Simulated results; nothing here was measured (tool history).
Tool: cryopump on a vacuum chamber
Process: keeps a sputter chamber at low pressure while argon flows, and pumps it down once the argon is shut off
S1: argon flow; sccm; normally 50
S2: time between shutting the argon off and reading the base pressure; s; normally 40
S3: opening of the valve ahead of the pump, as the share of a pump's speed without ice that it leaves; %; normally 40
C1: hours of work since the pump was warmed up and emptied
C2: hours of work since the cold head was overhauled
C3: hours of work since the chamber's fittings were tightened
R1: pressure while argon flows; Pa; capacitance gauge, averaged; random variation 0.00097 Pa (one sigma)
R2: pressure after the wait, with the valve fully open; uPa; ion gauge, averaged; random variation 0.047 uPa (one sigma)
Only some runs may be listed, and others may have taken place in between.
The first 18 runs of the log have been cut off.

run    hour  S1   S2  S3   C1    C2    C3      R1    R2
 19   594.2  50   40  40  250  1780  1544  0.2139   4.4
 20   628.2  23   40  26  280  1810  1574  0.1512  4.51
 21     660  23   40  26  307  1837  1602  0.1502  4.69
 22   688.3  21  111  23  332  1862  1627  0.1553  3.04
 23     724  83   31  37  364  1894  1658  0.3884  5.35
 24   747.9  50   39  21  384  1915  1679  0.4057  4.88
 25   769.6  61   93  29  403  1933  1698  0.3611  3.36
 26     788  50   84  18  420  1950  1714  0.4743  3.43
 27   827.9  35   84  19  455  1985  1749  0.3151  3.53
 28   856.8  35   36  19  480  2010  1774  0.3154  5.16
 29   885.2  35   36  19  505  2035  1799  0.3141  5.23
 30     924  32  279  40  539  2069  1833  0.1419  2.87
 31   954.5  32  279  38  565  2095  1860  0.1492   2.9
 32   987.3  46  279  38  594  2124  1889  0.2167  2.92
 33  1026.2  51   21  18  628  2158  1923  0.4858  7.66
 34  1056.6  26  142  16  655  2185  1949  0.2802  3.44
 35  1099.2  50   44  57  692  2222  1987  0.1624  5.32

Forecast each of these 3 alternatives for the next run:
  A  1124.4  43   63  37  714  2244  2009   ?   ?
  B  1124.4  75  277  57  714  2244  2009   ?   ?
  C  1124.4  90  259  40  714  2244  2009   ?   ?

run      R1    R2
  A  0.2096  4.48
  B   0.247  3.31
  C   0.406  3.27
The same runs, with their run-to-run variation unchanged, on a tool lacking any hidden condition would have given:
run      R1    R2
  A  0.1937  1.88
  B  0.2193  0.71
  C  0.3729   0.7
